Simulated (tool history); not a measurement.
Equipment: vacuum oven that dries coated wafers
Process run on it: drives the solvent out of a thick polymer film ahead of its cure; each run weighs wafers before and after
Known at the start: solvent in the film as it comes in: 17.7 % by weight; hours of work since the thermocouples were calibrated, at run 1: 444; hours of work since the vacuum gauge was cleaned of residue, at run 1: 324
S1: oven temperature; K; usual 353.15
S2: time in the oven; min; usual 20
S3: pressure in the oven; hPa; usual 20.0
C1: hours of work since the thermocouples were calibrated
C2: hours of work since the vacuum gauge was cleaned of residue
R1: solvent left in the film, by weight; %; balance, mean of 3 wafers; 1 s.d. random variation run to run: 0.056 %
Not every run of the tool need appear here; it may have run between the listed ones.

run   hour      S1  S2    S3   C1   C2    R1
  1    0.0  353.15  20  20.0  444  324  2.86
  2   38.6  353.15  20  20.0  465  344  2.99
  3   71.6  353.15  20  20.0  482  361  2.98
  4   98.0  353.15  20  20.0  496  375  2.99
  5  118.7  353.15  20  43.2  507  386  5.21
  6  137.5  353.15  20  43.2  516  396  5.18
  7  154.4  353.15  21  43.2  525  405  5.07
  8  181.3  353.15  21  43.2  540  419  5.09
  9  203.5  353.15  20  20.0  551  430  3.06
 10  223.5  353.15  20  20.0  562  441  3.16
 11  262.4  353.15  18  26.7  582  461  3.94
 12  302.3  361.15  18  25.6  603  482  2.18
 13  319.1  348.15  11  17.3  612  491  6.63
 14  350.7  344.15  33  14.5  628  508  3.55
 15  388.4  359.15  33  35.0  648  527  2.95
 16  425.4  358.15  14  20.0  668  547  2.86
 17  447.5  362.15  20  20.7  679  558  1.73
 18  480.9  362.15  20  20.7  697  576  1.83
 19  520.2  365.15  12  20.7  717  596  1.98

Consider 4 possible next runs. They are alternatives, not a sequence: every one starts from the tool as it was left by run 19. What does each give?
  A  557.9  365.15  28  20.7  737  616   ?
  B  557.9  344.15  20  14.8  737  616   ?
  C  557.9  364.15  28  19.3  737  616   ?
  D  557.9  353.15  11  20.0  737  616   ?

run    R1
  A  1.49
  B  5.44
  C  1.33
  D  5.30
Stripped of hidden state, with their random variation kept, the same runs would have yielded:
run    R1
  A  1.26
  B  4.47
  C  1.09
  D  4.44
